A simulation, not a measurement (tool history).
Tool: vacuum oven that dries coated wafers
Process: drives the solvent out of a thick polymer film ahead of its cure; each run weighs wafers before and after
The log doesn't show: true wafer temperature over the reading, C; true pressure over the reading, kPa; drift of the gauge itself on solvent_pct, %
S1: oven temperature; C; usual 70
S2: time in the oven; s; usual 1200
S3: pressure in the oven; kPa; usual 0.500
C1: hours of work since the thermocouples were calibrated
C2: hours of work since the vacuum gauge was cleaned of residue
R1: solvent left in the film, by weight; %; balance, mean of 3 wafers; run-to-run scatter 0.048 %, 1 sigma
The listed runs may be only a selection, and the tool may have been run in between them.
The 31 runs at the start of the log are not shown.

run   hour  S1    S2     S3   C1  C2    R1
 32  329.2  70  1200  1.121  301  29  2.70
 33  339.6  70  1200  1.121  307  34  2.66
 34  352.7  73   840  1.885  314  42  3.95
 35  365.6  67   780  0.378  321  49  4.00
 36  372.2  57   600  1.650  325  52  8.60
 37  378.6  63   780  0.500  328  56  4.99
 38  388.6  70  1680  0.902  334  61  1.69
 39  399.7  70  1680  0.902  340  67  1.70
 40  413.0  70   780  0.409  347  75  3.30

Forecast run 41:
 41  420.9  70  780  0.409  352  79   ?

R1: 3.23 %
On a tool with no hidden condition, and with the same random variation, this run would have come out at R1 3.33 %.
